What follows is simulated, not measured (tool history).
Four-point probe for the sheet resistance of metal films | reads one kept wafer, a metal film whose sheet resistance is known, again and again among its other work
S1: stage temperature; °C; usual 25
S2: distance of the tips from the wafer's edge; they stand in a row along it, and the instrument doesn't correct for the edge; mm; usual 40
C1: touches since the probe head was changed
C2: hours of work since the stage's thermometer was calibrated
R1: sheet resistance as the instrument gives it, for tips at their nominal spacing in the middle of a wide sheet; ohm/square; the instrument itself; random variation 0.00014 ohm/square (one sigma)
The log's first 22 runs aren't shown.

| run | hour | S1 | S2 | C1 | C2 | R1 |
|---|---|---|---|---|---|---|
| 23 | 399.1 | 29 | 40 | 48258 | 40 | 0.669699 |
| 24 | 417.7 | 22 | 4 | 48946 | 51 | 0.679423 |
| 25 | 438.7 | 23 | 5 | 49727 | 62 | 0.676368 |
| 26 | 458.6 | 20 | 20 | 50465 | 74 | 0.671087 |
|  | 478.5 | stage's thermometer calibrated, once more |
| 27 | 481.4 | 21 | 32 | 51292 | 2 | 0.669483 |
| 28 | 499.7 | 33 | 16 | 51970 | 12 | 0.668654 |
| 29 | 517.3 | 29 | 23 | 52624 | 22 | 0.668983 |
| 30 | 534.0 | 29 | 23 | 53245 | 31 | 0.668910 |
| 31 | 555.9 | 27 | 26 | 54056 | 43 | 0.668729 |
| 32 | 569.5 | 27 | 26 | 54562 | 51 | 0.668796 |
| 33 | 590.2 | 35 | 22 | 55330 | 62 | 0.667829 |
| 34 | 612.5 | 25 | 5 | 56158 | 75 | 0.674660 |
| 35 | 638.5 | 25 | 5 | 57122 | 89 | 0.674387 |
| 36 | 656.3 | 29 | 40 | 57781 | 99 | 0.668239 |
| 37 | 675.5 | 29 | 40 | 58494 | 110 | 0.668234 |
| 38 | 688.0 | 26 | 4 | 58957 | 117 | 0.677402 |
| 39 | 709.8 | 30 | 10 | 59768 | 129 | 0.669427 |
| 40 | 733.6 | 31 | 51 | 60649 | 142 | 0.667725 |

The next listed run, before its measurement:
| 41 | 750.3 | 28 | 18 | 61271 | 151 | ? |

{"run 41": {"R1": 0.66846}}
Without the tool's hidden state the same run would have given R1 0.676004 ohm/square.
